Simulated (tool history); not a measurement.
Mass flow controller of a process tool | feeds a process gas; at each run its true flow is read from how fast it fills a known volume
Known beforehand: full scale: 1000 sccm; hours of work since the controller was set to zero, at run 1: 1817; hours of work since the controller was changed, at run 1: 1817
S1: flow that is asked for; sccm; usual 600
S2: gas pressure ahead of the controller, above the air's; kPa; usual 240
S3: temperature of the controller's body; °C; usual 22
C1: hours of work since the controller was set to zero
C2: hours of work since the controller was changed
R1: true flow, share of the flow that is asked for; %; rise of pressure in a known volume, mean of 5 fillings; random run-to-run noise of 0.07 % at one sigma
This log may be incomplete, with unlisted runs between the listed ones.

run	hour	S1	S2	S3	C1	C2	R1
1	0	600	240	22	1817	1817	99.13
2	175.8	600	240	22	1958	1958	99.19
3	572.5	600	240	22	2275	2275	99.05
4	932.9	600	240	22	2563	2563	98.91
5	1195.1	600	223	22	2773	2773	98.92
6	1434.5	278	223	22	2964	2964	98.21
7	1652	278	223	22	3138	3138	98.3
8	2013.6	222	223	22	3428	3428	98.02
9	2237.7	222	223	22	3607	3607	98.1
10	2648	600	240	29	3935	3935	97.89
11	2865.1	600	240	29	4109	4109	97.92
12	3240.1	600	240	29	4409	4409	97.79
13	3618.2	600	240	29	4711	4711	97.58
14	3934.9	600	240	22	4965	4965	98.01
15	4112.4	600	240	22	5106	5106	97.9
16	4483.4	913	194	25	5403	5403	98.37
17	4845.7	913	194	25	5693	5693	98.35
18	5173.4	913	194	25	5955	5955	98.25
# hour 5458: gauge calibrated
19	5466.7	913	183	25	6190	6190	99.97
20	5842.3	913	183	25	6490	6490	100
# hour 6211.1: controller's zero set anew
21	6238.9	858	240	38	22	6807	98.59
22	6625.8	858	240	38	332	7117	98.46
23	6986	858	240	38	620	7405	98.14
24	7333.8	946	261	21	898	7683	99.16
25	7576.6	663	240	22	1092	7877	98.59
26	7862.5	600	240	36	1321	8106	97.5
27	8182.4	600	240	36	1577	8362	97.5
28	8517.5	200	168	29	1845	8630	97.72
29	8686.9	948	198	35	1980	8765	98.2

Each row is a separate what-if for the run after 29, all from the same tool condition, not one after another. Results?
A	8977.2	154	221	20	2213	8997	?
B	8977.2	535	207	34	2213	8997	?
C	8977.2	600	240	40	2213	8997	?
D	8977.2	600	240	21	2213	8997	?

run	R1
A	97.49
B	97.57
C	97.2
D	98.12
Stripped of hidden state, with their random variation kept, the same runs would have yielded:
run	R1
A	98.55
B	98.63
C	98.25
D	99.18
